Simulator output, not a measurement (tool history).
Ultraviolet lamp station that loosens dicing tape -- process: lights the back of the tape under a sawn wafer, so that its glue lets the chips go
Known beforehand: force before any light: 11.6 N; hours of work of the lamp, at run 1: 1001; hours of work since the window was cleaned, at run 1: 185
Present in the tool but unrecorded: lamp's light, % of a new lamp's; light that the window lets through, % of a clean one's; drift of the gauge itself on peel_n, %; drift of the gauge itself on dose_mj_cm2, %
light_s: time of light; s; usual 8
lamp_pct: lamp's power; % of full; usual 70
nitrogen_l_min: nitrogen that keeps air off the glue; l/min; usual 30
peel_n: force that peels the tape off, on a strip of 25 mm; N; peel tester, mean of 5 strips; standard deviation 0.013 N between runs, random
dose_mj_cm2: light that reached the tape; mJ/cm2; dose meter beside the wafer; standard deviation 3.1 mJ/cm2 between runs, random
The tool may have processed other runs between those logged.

run	hour	light_s	lamp_pct	nitrogen_l_min	hours of work of the lamp	hours of work since the window was cleaned	peel_n	dose_mj_cm2
1	0	8	70	30	1001	185	0.601	477
2	38.6	8	70	30	1021	205	0.612	479
3	73.3	8	70	30	1039	223	0.629	482
4	133.5	8	66	30	1070	254	0.673	452
5	158.8	10	70	30	1083	267	0.396	597
6	196.7	10	70	30	1103	287	0.387	600
7	227.8	8	70	30	1119	303	0.633	483
8	263.8	8	70	30	1138	322	0.651	479
9	313.1	8	70	30	1163	347	0.624	484
10	371.3	8	70	30	1194	377	0.622	485
11	401.6	8	70	30	1209	393	0.618	481
12	442.3	8	70	30	1230	414	0.634	476
# hour 446.7: lamp changed
13	490.1	8	69	40	22	438	0.56	474
14	526.9	8	70	10	42	457	1.085	483
15	582.7	7	70	10	70	486	1.381	414
16	614.8	8	69	22	87	503	0.725	474
17	642.9	6	81	26	102	518	0.888	417
18	704.9	4	70	30	134	550	2.429	243
19	753.1	5	96	30	159	575	0.831	411
20	790.6	8	85	13	178	594	0.592	581
21	842	15	72	28	205	621	0.239	936

Across each entry between runs, compare the hidden state at the last listed run before it with the hidden state at the first listed run after it:
Runs 12 to 13: lamp changed (hour 446.7)
  lamp's light, % of a new lamp's: 99.8 -> 100
